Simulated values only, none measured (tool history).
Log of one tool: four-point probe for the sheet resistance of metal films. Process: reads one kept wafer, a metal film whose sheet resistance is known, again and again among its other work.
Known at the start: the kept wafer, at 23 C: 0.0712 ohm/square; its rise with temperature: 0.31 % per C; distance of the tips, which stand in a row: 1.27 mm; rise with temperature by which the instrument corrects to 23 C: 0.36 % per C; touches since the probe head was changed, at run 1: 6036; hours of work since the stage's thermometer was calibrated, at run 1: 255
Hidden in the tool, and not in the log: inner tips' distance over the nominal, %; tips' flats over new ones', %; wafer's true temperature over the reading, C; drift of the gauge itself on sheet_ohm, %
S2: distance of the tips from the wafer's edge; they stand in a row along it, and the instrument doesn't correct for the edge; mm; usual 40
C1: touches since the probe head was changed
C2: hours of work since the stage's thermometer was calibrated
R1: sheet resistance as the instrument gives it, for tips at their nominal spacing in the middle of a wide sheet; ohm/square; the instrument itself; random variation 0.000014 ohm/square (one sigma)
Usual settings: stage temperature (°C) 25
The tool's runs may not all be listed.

{"run": 1, "hour": 0.0, "stage temperature (°C)": 25, "S2": 40, "C1": 6036, "C2": 255, "R1": 0.071628}
{"run": 2, "hour": 28.6, "stage temperature (°C)": 25, "S2": 43, "C1": 7187, "C2": 270, "R1": 0.071632}
{"run": 3, "hour": 65.4, "stage temperature (°C)": 25, "S2": 43, "C1": 8667, "C2": 288, "R1": 0.071671}
{"run": 4, "hour": 99.5, "stage temperature (°C)": 25, "S2": 43, "C1": 10043, "C2": 306, "R1": 0.071657}
{"run": 5, "hour": 132.7, "stage temperature (°C)": 25, "S2": 68, "C1": 11377, "C2": 322, "R1": 0.071627}
{"run": 6, "hour": 187.0, "stage temperature (°C)": 28, "S2": 68, "C1": 13563, "C2": 350, "R1": 0.07156}
{"run": 7, "hour": 224.3, "stage temperature (°C)": 28, "S2": 68, "C1": 15066, "C2": 369, "R1": 0.071585}
{"run": 8, "hour": 265.4, "stage temperature (°C)": 28, "S2": 68, "C1": 16718, "C2": 390, "R1": 0.071606}
{"run": 9, "hour": 306.9, "stage temperature (°C)": 28, "S2": 68, "C1": 18391, "C2": 411, "R1": 0.071633}
{"run": 10, "hour": 338.5, "stage temperature (°C)": 28, "S2": 68, "C1": 19662, "C2": 427, "R1": 0.071628}
{"run": 11, "hour": 370.8, "stage temperature (°C)": 24, "S2": 68, "C1": 20965, "C2": 443, "R1": 0.071756}
{"run": 12, "hour": 419.4, "stage temperature (°C)": 20, "S2": 10, "C1": 22918, "C2": 468, "R1": 0.072471}
{"run": 13, "hour": 462.2, "stage temperature (°C)": 22, "S2": 10, "C1": 24644, "C2": 490, "R1": 0.072448}
{"run": 14, "hour": 507.9, "stage temperature (°C)": 20, "S2": 46, "C1": 26482, "C2": 513, "R1": 0.071923}
{"run": 15, "hour": 551.7, "stage temperature (°C)": 26, "S2": 4, "C1": 28247, "C2": 535, "R1": 0.075424}
{"run": 16, "hour": 574.6, "stage temperature (°C)": 26, "S2": 19, "C1": 29168, "C2": 547, "R1": 0.071921}
{"run": 17, "hour": 623.3, "stage temperature (°C)": 26, "S2": 19, "C1": 31127, "C2": 571, "R1": 0.071923}
{"run": 18, "hour": 648.7, "stage temperature (°C)": 26, "S2": 19, "C1": 32150, "C2": 584, "R1": 0.07194}
{"run": 19, "hour": 700.3, "stage temperature (°C)": 27, "S2": 63, "C1": 34227, "C2": 610, "R1": 0.071754}
{"run": 20, "hour": 735.2, "stage temperature (°C)": 32, "S2": 63, "C1": 35631, "C2": 628, "R1": 0.071601}

The same runs without the tool's hidden state, with the same run-to-run variation:
run=1 R1=0.071166
run=2 R1=0.071162
run=3 R1=0.071192
run=4 R1=0.071168
run=5 R1=0.07113
run=6 R1=0.071049
run=7 R1=0.071063
run=8 R1=0.071072
run=9 R1=0.071088
run=10 R1=0.071075
run=11 R1=0.071193
run=12 R1=0.071888
run=13 R1=0.071854
run=14 R1=0.07132
run=15 R1=0.074783
run=16 R1=0.071301
run=17 R1=0.07129
run=18 R1=0.0713
run=19 R1=0.071102
run=20 R1=0.070941
